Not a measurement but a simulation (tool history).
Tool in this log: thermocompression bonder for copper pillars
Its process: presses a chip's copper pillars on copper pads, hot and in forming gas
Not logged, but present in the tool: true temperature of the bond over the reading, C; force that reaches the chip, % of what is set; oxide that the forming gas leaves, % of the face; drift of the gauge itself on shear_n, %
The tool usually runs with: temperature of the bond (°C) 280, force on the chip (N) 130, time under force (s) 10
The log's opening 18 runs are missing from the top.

run,hour,temperature of the bond (°C),force on the chip (N),time under force (s),hours of work since the heater was calibrated,hours of work since the force cell was calibrated,hours of work since the gas filter was changed,force that shears a chip off (N)
19,1171.2,280,130,10,389,1369,383,69.5
20,1232.3,280,130,6,415,1394,408,58.0
21,1300.6,263,130,10,443,1422,437,56.3
22,1354.4,263,130,10,465,1444,459,55.6
# hour 1392.6: forming gas filter changed
23,1431.5,263,164,10,497,1476,16,64.3
24,1498.6,280,149,14,525,1504,44,84.9
25,1584.3,280,98,13,560,1539,79,67.0
26,1626.8,254,161,17,578,1557,97,69.0
27,1685.7,268,84,21,602,1581,121,63.4
28,1771.2,275,186,9,637,1617,157,76.0
29,1841.4,275,127,9,666,1646,186,62.7
30,1926.8,275,127,9,702,1681,221,62.9

Predict the results of run 31:
31,1986.7,280,128,10,726,1706,246,?

{"run 31": {"force that shears a chip off (N)": 69.6}}
The same run, on a tool lacking any hidden state, would have yielded force that shears a chip off (N) 69.7.
